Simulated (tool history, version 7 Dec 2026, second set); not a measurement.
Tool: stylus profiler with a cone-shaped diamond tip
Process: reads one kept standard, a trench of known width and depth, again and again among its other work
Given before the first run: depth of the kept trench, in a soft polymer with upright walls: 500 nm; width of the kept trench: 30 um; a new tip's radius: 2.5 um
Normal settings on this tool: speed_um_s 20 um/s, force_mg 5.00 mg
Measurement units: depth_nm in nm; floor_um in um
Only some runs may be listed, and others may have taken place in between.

run,hour,speed_um_s,force_mg,depth_nm,floor_um
1,0.0,20,5.00,507.44,25.38
2,114.9,20,5.00,507.39,25.34
3,166.8,20,5.00,507.32,25.32
4,282.8,43,5.00,507.36,25.16
# hour 385.9: new tip fitted, height scale calibrated
5,393.8,43,5.00,507.75,26.83
6,489.2,43,5.00,507.68,26.81
7,538.1,14,5.00,507.74,26.75
8,638.1,14,5.00,507.62,26.65
9,736.2,14,5.00,507.60,26.57
10,845.3,14,5.00,507.57,26.50
11,900.5,14,5.00,507.50,26.46
12,988.5,53,3.97,506.38,26.33
13,1108.8,6,3.43,505.81,26.28
14,1158.7,6,3.43,505.69,26.23
15,1259.3,35,2.55,504.59,26.05
16,1336.8,35,2.55,504.53,25.97
17,1398.5,35,2.55,504.57,26.00
18,1456.7,35,2.55,504.59,25.88
19,1538.4,17,5.27,507.54,25.89
20,1649.0,22,1.67,503.23,25.75
21,1744.0,58,2.60,504.61,25.61
22,1855.2,20,13.71,514.61,25.65

Alternative continuations, all from the tool just after run 22; predict every row:
A,1916.8,21,5.00,?,?
B,1916.8,19,2.84,?,?
C,1916.8,25,3.43,?,?

run,depth_nm,floor_um
A,507.18,25.57
B,504.69,25.62
C,505.42,25.58
With no hidden state in the tool, these same runs would have given:
run,depth_nm,floor_um
A,507.73,26.96
B,505.23,27.01
C,505.97,26.98

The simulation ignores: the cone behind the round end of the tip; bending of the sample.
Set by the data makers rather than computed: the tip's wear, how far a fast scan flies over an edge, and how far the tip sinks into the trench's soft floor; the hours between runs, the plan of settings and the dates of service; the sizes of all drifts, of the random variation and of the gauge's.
